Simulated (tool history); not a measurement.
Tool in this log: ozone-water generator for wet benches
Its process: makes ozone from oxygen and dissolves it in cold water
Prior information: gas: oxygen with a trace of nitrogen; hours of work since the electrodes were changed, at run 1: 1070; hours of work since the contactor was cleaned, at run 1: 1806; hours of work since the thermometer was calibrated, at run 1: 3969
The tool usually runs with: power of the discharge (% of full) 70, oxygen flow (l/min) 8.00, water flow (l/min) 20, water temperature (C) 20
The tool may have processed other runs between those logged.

run	hour	power of the discharge (% of full)	oxygen flow (l/min)	water flow (l/min)	water temperature (C)	hours of work since the electrodes were changed	hours of work since the contactor was cleaned	hours of work since the thermometer was calibrated	dissolved ozone (ppm)	ozone in the gas ahead of the water (g/m3)
1	0.0	70	8.00	20	20	1070	1806	3969	25.1	258.6
2	52.4	70	8.00	31	20	1117	1853	4017	17.8	255.2
3	110.1	70	8.00	20	25	1169	1905	4069	23.0	257.5
4	168.9	70	8.00	20	25	1222	1958	4121	23.0	256.5
5	228.3	70	8.00	20	25	1275	2012	4175	22.8	257.1
# hour 320.2: water thermometer calibrated
6	329.6	70	8.00	20	20	1366	2102	8	25.4	256.5
7	421.3	70	8.00	20	20	1448	2185	91	25.2	254.4
8	461.6	70	8.00	20	20	1485	2221	127	24.8	253.9
9	502.9	70	8.00	20	20	1522	2259	164	25.3	254.3
10	593.9	70	8.00	20	20	1604	2340	246	25.1	252.3
11	636.4	70	8.00	20	20	1642	2379	285	25.0	253.7
12	721.4	70	8.00	22	20	1719	2455	361	23.4	252.1
13	774.6	70	8.00	20	20	1766	2503	409	25.4	251.8
14	874.7	70	8.00	20	20	1857	2593	499	25.2	250.8
# hour 920.1: gauge calibrated
15	926.6	51	8.00	20	20	1903	2640	546	20.3	208.9
16	992.9	51	8.00	28	20	1963	2700	605	15.9	208.0
17	1070.0	51	12.29	20	20	2032	2769	675	19.9	173.2
18	1151.1	70	8.00	23	15	2105	2842	748	24.8	254.5
19	1193.4	43	4.46	28	13	2143	2880	786	13.6	234.8
20	1291.9	43	4.46	28	13	2232	2969	875	13.6	236.0
21	1381.0	44	5.25	13	24	2312	3049	955	23.3	224.4
22	1449.6	44	5.97	14	24	2374	3111	1017	22.0	213.2
23	1512.4	44	5.97	14	25	2431	3167	1073	21.8	209.6
24	1556.2	72	6.11	12	20	2470	3207	1113	36.5	288.5
25	1605.0	72	6.11	12	20	2514	3251	1156	36.7	286.3
26	1650.7	72	6.11	12	20	2555	3292	1198	36.3	289.1
27	1701.5	72	7.73	15	20	2601	3337	1243	31.4	260.9
28	1800.9	56	7.73	15	13	2690	3427	1333	30.3	218.0
29	1873.5	68	6.73	15	13	2756	3492	1398	34.3	266.6
30	1919.1	68	6.73	15	13	2797	3533	1439	34.2	261.8

What will run 31 give?
31	1974.3	97	8.00	20	23	2846	3583	1489	?	?

Run 31 gave dissolved ozone (ppm) 30.0, ozone in the gas ahead of the water (g/m3) 311.7.
Were there no unlogged condition in the tool, this run, its random variation unchanged, would have produced dissolved ozone (ppm) 30.1, ozone in the gas ahead of the water (g/m3) 322.2.
